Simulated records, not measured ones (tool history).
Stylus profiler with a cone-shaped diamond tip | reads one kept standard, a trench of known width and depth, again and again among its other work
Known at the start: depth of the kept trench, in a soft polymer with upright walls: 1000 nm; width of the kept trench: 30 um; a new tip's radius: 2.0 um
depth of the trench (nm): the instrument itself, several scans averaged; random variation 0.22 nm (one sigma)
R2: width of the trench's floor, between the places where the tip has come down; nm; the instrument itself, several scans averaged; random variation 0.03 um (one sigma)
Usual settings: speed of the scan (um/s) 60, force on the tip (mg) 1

run 1 hour=0 | speed_of_the_scan_(um/s)=60 force_on_the_tip_(mg)=1 | depth_of_the_trench_(nm)=1004.88 R2=25650
run 2 hour=116.9 | speed_of_the_scan_(um/s)=60 force_on_the_tip_(mg)=1.67 | depth_of_the_trench_(nm)=1006.97 R2=25730
run 3 hour=220.3 | speed_of_the_scan_(um/s)=60 force_on_the_tip_(mg)=1 | depth_of_the_trench_(nm)=1005.56 R2=25600
run 4 hour=304.4 | speed_of_the_scan_(um/s)=27 force_on_the_tip_(mg)=1 | depth_of_the_trench_(nm)=1005.56 R2=25920
run 5 hour=435.7 | speed_of_the_scan_(um/s)=27 force_on_the_tip_(mg)=1 | depth_of_the_trench_(nm)=1005.75 R2=25900
run 6 hour=571.1 | speed_of_the_scan_(um/s)=27 force_on_the_tip_(mg)=1 | depth_of_the_trench_(nm)=1005.55 R2=25910
run 7 hour=670.3 | speed_of_the_scan_(um/s)=60 force_on_the_tip_(mg)=1 | depth_of_the_trench_(nm)=1005.74 R2=25550
run 8 hour=758.9 | speed_of_the_scan_(um/s)=60 force_on_the_tip_(mg)=1 | depth_of_the_trench_(nm)=1005.52 R2=25540
-- hour=830.5 height scale calibrated on a step standard
run 9 hour=881.3 | speed_of_the_scan_(um/s)=60 force_on_the_tip_(mg)=1 | depth_of_the_trench_(nm)=1007.23 R2=25560
run 10 hour=940.3 | speed_of_the_scan_(um/s)=60 force_on_the_tip_(mg)=1 | depth_of_the_trench_(nm)=1007.39 R2=25510
run 11 hour=1024 | speed_of_the_scan_(um/s)=60 force_on_the_tip_(mg)=1 | depth_of_the_trench_(nm)=1007.23 R2=25470
run 12 hour=1101.7 | speed_of_the_scan_(um/s)=60 force_on_the_tip_(mg)=1 | depth_of_the_trench_(nm)=1007.33 R2=25500
run 13 hour=1216.9 | speed_of_the_scan_(um/s)=60 force_on_the_tip_(mg)=1 | depth_of_the_trench_(nm)=1007.58 R2=25470
run 14 hour=1332.5 | speed_of_the_scan_(um/s)=32 force_on_the_tip_(mg)=0.71 | depth_of_the_trench_(nm)=1006.76 R2=25690
run 15 hour=1407.4 | speed_of_the_scan_(um/s)=32 force_on_the_tip_(mg)=0.71 | depth_of_the_trench_(nm)=1006.84 R2=25680
run 16 hour=1472.3 | speed_of_the_scan_(um/s)=32 force_on_the_tip_(mg)=0.74 | depth_of_the_trench_(nm)=1007.27 R2=25720
-- hour=1525.5 height scale calibrated on a step standard, once more
run 17 hour=1574.3 | speed_of_the_scan_(um/s)=64 force_on_the_tip_(mg)=0.34 | depth_of_the_trench_(nm)=1001.57 R2=24950
run 18 hour=1685.2 | speed_of_the_scan_(um/s)=57 force_on_the_tip_(mg)=1.56 | depth_of_the_trench_(nm)=1005.05 R2=25550
run 19 hour=1784 | speed_of_the_scan_(um/s)=37 force_on_the_tip_(mg)=1.44 | depth_of_the_trench_(nm)=1004.82 R2=25750
run 20 hour=1876 | speed_of_the_scan_(um/s)=61 force_on_the_tip_(mg)=0.8 | depth_of_the_trench_(nm)=1003.19 R2=25330
run 21 hour=1952.9 | speed_of_the_scan_(um/s)=61 force_on_the_tip_(mg)=0.8 | depth_of_the_trench_(nm)=1003.51 R2=25290
run 22 hour=2055.6 | speed_of_the_scan_(um/s)=104 force_on_the_tip_(mg)=0.8 | depth_of_the_trench_(nm)=1003.17 R2=24810
run 23 hour=2110.8 | speed_of_the_scan_(um/s)=188 force_on_the_tip_(mg)=0.71 | depth_of_the_trench_(nm)=1003.3 R2=23700
run 24 hour=2222 | speed_of_the_scan_(um/s)=214 force_on_the_tip_(mg)=1.12 | depth_of_the_trench_(nm)=1004.36 R2=23920
run 25 hour=2319.7 | speed_of_the_scan_(um/s)=69 force_on_the_tip_(mg)=1.77 | depth_of_the_trench_(nm)=1005.6 R2=25370
run 26 hour=2393.1 | speed_of_the_scan_(um/s)=69 force_on_the_tip_(mg)=1.77 | depth_of_the_trench_(nm)=1006.14 R2=25470

3 ways to go on from here, each from the tool as it stands after run 26. What would each give?
run A hour=2458.6 | speed_of_the_scan_(um/s)=108 force_on_the_tip_(mg)=1.77 | depth_of_the_trench_(nm)=? R2=?
run B hour=2458.6 | speed_of_the_scan_(um/s)=69 force_on_the_tip_(mg)=0.44 | depth_of_the_trench_(nm)=? R2=?
run C hour=2458.6 | speed_of_the_scan_(um/s)=112 force_on_the_tip_(mg)=0.54 | depth_of_the_trench_(nm)=? R2=?

run=A depth_of_the_trench_(nm)=1005.87 R2=25160
run=B depth_of_the_trench_(nm)=1002.78 R2=24880
run=C depth_of_the_trench_(nm)=1003.39 R2=24390
Without the tool's hidden state the same runs would have given:
run=A depth_of_the_trench_(nm)=1005 R2=25760
run=B depth_of_the_trench_(nm)=1001.91 R2=25490
run=C depth_of_the_trench_(nm)=1002.52 R2=24990

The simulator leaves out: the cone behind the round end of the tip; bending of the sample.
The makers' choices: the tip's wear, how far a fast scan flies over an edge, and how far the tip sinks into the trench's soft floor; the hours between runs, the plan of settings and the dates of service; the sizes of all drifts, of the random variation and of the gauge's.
